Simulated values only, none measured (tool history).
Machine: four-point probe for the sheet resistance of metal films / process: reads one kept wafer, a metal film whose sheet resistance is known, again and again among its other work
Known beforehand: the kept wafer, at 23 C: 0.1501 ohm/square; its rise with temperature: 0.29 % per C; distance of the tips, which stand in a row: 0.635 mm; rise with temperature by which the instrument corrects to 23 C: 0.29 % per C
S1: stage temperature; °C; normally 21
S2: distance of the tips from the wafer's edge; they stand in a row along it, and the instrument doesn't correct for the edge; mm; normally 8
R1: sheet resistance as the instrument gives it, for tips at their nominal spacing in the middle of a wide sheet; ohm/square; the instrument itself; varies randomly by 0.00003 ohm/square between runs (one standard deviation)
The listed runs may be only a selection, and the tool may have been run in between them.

run 1 hour=0.0 | S1=21 S2=8 | R1=0.151949
run 2 hour=18.7 | S1=21 S2=8 | R1=0.152018
run 3 hour=38.2 | S1=21 S2=8 | R1=0.151982
run 4 hour=54.6 | S1=21 S2=8 | R1=0.152012
run 5 hour=82.7 | S1=21 S2=8 | R1=0.152082
run 6 hour=99.6 | S1=21 S2=8 | R1=0.152064
run 7 hour=130.3 | S1=27 S2=20 | R1=0.151665
-- hour=132.9 stage's thermometer calibrated
run 8 hour=161.1 | S1=23 S2=4 | R1=0.153624
run 9 hour=183.8 | S1=21 S2=4 | R1=0.153682
run 10 hour=212.3 | S1=27 S2=32 | R1=0.151623
run 11 hour=229.8 | S1=27 S2=32 | R1=0.151658

Some steps in R1 between neighbouring runs. How much of each would the tool show without its hidden state too (settings, what came in, random variation), and how much is left for the hidden state, with any gauge scatter that isn't in both results?
Hidden conditions of the tool in this case: inner tips' distance over the nominal, %; tips' flats over new ones', %; wafer's true temperature over the reading, C; drift of the gauge itself on sheet_ohm, %.
Run 7 -> 8: S1 27 -> 23, S2 20 -> 4, stage's thermometer calibrated. R1 +0.001959 ohm/square: hidden state +0.000023, all else +0.001936.
Run 9 -> 10: S1 21 -> 27, S2 4 -> 32. R1 -0.002059 ohm/square: hidden state +0.000002, all else -0.002061.
